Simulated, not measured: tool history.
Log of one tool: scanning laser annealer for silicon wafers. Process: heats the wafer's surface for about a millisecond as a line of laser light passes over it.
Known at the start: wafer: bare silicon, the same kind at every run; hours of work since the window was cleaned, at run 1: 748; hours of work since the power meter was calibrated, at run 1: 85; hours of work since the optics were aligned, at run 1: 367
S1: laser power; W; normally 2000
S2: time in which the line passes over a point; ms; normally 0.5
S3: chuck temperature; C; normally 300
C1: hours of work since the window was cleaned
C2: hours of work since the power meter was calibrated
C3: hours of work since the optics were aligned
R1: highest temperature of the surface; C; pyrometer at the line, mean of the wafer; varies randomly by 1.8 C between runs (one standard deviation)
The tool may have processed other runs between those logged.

run   hour    S1     S2   S3   C1   C2   C3    R1
  1      0  2000    0.5  300  748   85  367  1018
  2   25.5  2000    0.5  300  760   97  379  1022
  3   50.4  2103    0.5  300  772  109  391  1052
  4   79.5  2000    0.5  269  786  123  405   992
  5  103.2  2000    0.5  269  797  134  416   991
       112  -- window over the wafer cleaned
  6  137.5  2000    0.5  284   12  149  431  1005
  7  159.3  2000    0.5  284   22  160  442  1001
  8  194.3  2000  0.389  284   39  176  458   927
  9  228.7  2000  0.389  284   56  193  475   928
 10  246.3  2000    0.5  282   64  201  483  1002
 11    276  2000  0.553  282   78  215  497  1036
 12  292.9  2000  0.553  282   86  223  505  1037
 13  329.8  2000  0.553  282  104  241  523  1038
 14  353.7  2000  0.553  282  115  252  534  1038
 15  370.2  2000  0.553  282  123  260  542  1041
 16  404.8  2000    0.5  300  139  276  558  1020
 17  434.5  2000    0.5  300  154  291  573  1021
 18  452.3  2000    0.5  300  162  299  581  1020
 19  484.8  2000    0.5  300  177  315  597  1019
 20  508.7  2189  0.392  300  189  326  608  1000
 21  530.4  2189  0.392  300  199  336  618   998
 22  549.8  1789  0.405  282  208  346  628   872
 23  578.8  2000  0.402  286  222  359  641   938
 24  611.4  1789  0.402  332  238  375  657   924
 25  626.8  1789  0.402  332  245  382  664   922
 26  661.1  1789  0.402  332  261  399  680   920
 27  677.5  2049  0.402  332  269  406  688  1001
 28  707.8  1836  0.601  283  284  421  703  1008
 29  738.5  1846  0.556  306  298  435  717  1010
 30  769.9  1784  0.547  300  313  450  732   978
 31  791.6  2000  0.436  300  324  461  743   975
 32  824.8  1929  0.436  300  339  476  758   958
 33  854.7  1866    0.5  283  354  491  773   957
 34  884.3  1846  0.371  320  368  505  787   909
 35  910.5  1728    0.5  260  380  517  799   890
 36  925.9  1777  0.352  313  387  525  807   865

Alternative continuations, all from the tool just after run 36; predict every row:
  A  945.8  1846  0.556  300  397  534  816   ?
  B  945.8  2179  0.541  313  397  534  816   ?
  C  945.8  1777  0.352  325  397  534  816   ?

run    R1
  A  1003
  B  1120
  C   875
With no hidden state in the tool, these same runs would have given:
run    R1
  A  1003
  B  1120
  C   876
